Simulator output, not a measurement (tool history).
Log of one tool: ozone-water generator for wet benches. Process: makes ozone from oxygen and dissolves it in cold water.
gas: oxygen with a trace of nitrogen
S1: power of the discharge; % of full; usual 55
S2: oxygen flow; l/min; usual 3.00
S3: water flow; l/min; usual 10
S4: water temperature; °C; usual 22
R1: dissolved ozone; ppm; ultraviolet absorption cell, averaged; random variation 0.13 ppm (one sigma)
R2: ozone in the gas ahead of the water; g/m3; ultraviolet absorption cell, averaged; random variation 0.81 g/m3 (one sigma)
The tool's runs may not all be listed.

run	hour	S1	S2	S3	S4	R1	R2
1	0.0	55	3.00	10	22	12.8	126.8
2	59.4	55	3.00	10	22	12.7	127.3
3	150.7	55	3.00	10	22	12.9	126.9
4	274.3	55	3.00	10	22	12.8	126.3
5	364.4	55	3.00	10	22	13.0	126.7
6	465.9	55	3.00	10	22	12.8	125.8
7	596.7	55	3.00	10	26	12.1	125.6
8	684.7	55	3.00	12	26	10.2	125.0
9	806.5	55	3.00	12	26	10.5	125.0
10	889.1	55	3.00	10	22	12.8	124.2
11	983.0	55	3.00	10	22	12.3	125.3
12	1043.5	55	3.00	10	22	12.9	125.3
13	1129.3	55	3.00	11	22	11.7	124.1
14	1187.0	55	3.00	11	22	11.7	125.7
15	1282.0	55	2.93	10	22	12.6	124.9
16	1384.0	55	2.93	10	22	12.7	125.8
17	1476.0	55	2.93	10	22	12.3	124.8
18	1571.2	55	3.00	9	27	12.4	123.2
19	1639.1	81	1.83	7	27	18.3	192.9
20	1693.0	81	1.83	7	27	18.3	192.8
21	1752.8	45	1.74	7	18	14.5	138.5
# hour 1803.1: water thermometer calibrated
22	1882.3	97	3.00	13	22	14.0	171.3
23	1952.4	45	3.00	10	19	11.6	109.4
24	2025.8	55	3.00	10	21	12.6	121.2
25	2126.3	84	3.00	10	22	15.8	156.0
26	2191.2	43	2.46	10	22	10.5	116.6
27	2318.6	55	3.00	10	24	12.0	122.9
28	2420.8	55	3.00	10	24	12.0	120.6
29	2551.1	90	2.16	10	21	16.1	188.2
30	2605.5	64	2.35	10	26	12.3	148.6
31	2735.0	69	2.35	10	26	13.0	154.8
32	2804.0	69	3.87	10	20	14.8	123.5
33	2922.5	69	3.87	10	20	14.6	123.9
34	3050.8	42	3.87	10	20	10.9	92.5

The same runs without the tool's hidden state, with the same run-to-run variation:
The hidden state here: yield of the discharge, % of new electrodes'; contactor's efficiency, % of a clean one's; true water temperature over the reading, C; drift of the gauge itself on ozone_ppm, %; drift of the gauge itself on gas_g_m3, %.
run	R1	R2
1	12.9	126.6
2	12.8	127.2
3	13.1	127.0
4	13.0	126.7
5	13.2	127.2
6	13.0	126.5
7	12.3	126.6
8	10.4	126.1
9	10.8	126.4
10	13.1	125.8
11	12.7	127.1
12	13.2	127.1
13	12.0	126.2
14	12.1	127.8
15	13.0	127.3
16	13.1	128.4
17	12.8	127.5
18	12.9	126.0
19	19.2	198.8
20	19.2	199.0
21	15.1	141.6
22	14.8	178.0
23	12.1	112.2
24	13.2	124.9
25	16.8	162.5
26	11.0	119.8
27	12.7	127.3
28	12.7	125.0
29	17.2	198.2
30	13.1	155.1
31	13.9	162.3
32	15.8	129.7
33	15.7	130.4
34	11.6	96.1

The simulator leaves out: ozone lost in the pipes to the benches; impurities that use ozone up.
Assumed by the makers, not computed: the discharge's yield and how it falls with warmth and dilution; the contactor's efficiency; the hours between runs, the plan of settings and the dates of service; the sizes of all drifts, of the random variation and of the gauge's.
